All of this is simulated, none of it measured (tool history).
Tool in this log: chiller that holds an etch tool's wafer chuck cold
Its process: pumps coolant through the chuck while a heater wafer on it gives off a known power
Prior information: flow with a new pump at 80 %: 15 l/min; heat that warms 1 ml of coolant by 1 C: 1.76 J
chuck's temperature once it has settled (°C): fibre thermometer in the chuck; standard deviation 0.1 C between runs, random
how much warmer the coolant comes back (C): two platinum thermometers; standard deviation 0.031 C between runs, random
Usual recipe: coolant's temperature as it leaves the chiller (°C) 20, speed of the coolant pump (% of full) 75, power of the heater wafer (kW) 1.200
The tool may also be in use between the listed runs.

run,hour,coolant's temperature as it leaves the chiller (°C),speed of the coolant pump (% of full),power of the heater wafer (kW),chuck's temperature once it has settled (°C),how much warmer the coolant comes back (C)
1,0.0,20,75,1.200,31.8,2.97
2,27.7,20,75,1.200,31.8,2.91
3,65.3,20,75,1.200,31.8,2.91
4,116.0,20,75,1.200,31.6,2.95
5,168.6,20,75,1.200,32.0,2.92
6,204.5,20,75,1.200,31.7,3.02
7,250.1,22,75,1.200,33.8,2.98
8,294.2,20,73,1.200,32.2,3.06
9,340.1,20,75,1.200,31.9,2.97
# hour 382.3: chiller's thermometer calibrated
10,383.0,20,75,0.659,26.8,1.61
11,435.8,20,75,0.659,26.9,1.65
12,482.7,20,75,0.659,26.9,1.64
13,505.1,20,75,0.659,27.0,1.67
14,547.9,13,68,1.155,26.2,3.21
15,597.7,13,68,1.155,26.3,3.21
# hour 607.5: coolant pump overhauled
16,639.9,13,68,1.155,26.4,3.22
17,664.7,11,61,0.650,19.3,2.04
18,686.4,11,61,0.650,19.3,2.12
19,714.5,11,61,0.650,19.2,2.06
20,766.7,15,77,1.200,27.5,2.93
21,792.3,20,72,1.200,33.3,3.25
22,828.9,20,66,0.777,29.2,2.32
23,874.7,20,66,1.489,37.8,4.38
24,917.3,22,65,0.655,29.8,2.01
# hour 931.1: coolant pump overhauled, once more
25,972.2,22,65,0.655,29.5,1.91

What if the next run were any one of these 5? Each begins from the tool's condition after run 25:
A,1009.3,15,62,1.121,?,?
B,1009.3,23,75,0.753,?,?
C,1009.3,23,65,0.655,?,?
D,1009.3,26,90,0.766,?,?
E,1009.3,11,65,0.655,?,?

run,chuck's temperature once it has settled (°C),how much warmer the coolant comes back (C)
A,28.8,3.45
B,30.8,1.80
C,30.4,1.93
D,32.5,1.54
E,18.6,1.97
Had the tool no hidden state, the same runs would have come out as:
run,chuck's temperature once it has settled (°C),how much warmer the coolant comes back (C)
A,28.1,3.43
B,30.4,1.79
C,30.1,1.92
D,32.2,1.53
E,18.2,1.96

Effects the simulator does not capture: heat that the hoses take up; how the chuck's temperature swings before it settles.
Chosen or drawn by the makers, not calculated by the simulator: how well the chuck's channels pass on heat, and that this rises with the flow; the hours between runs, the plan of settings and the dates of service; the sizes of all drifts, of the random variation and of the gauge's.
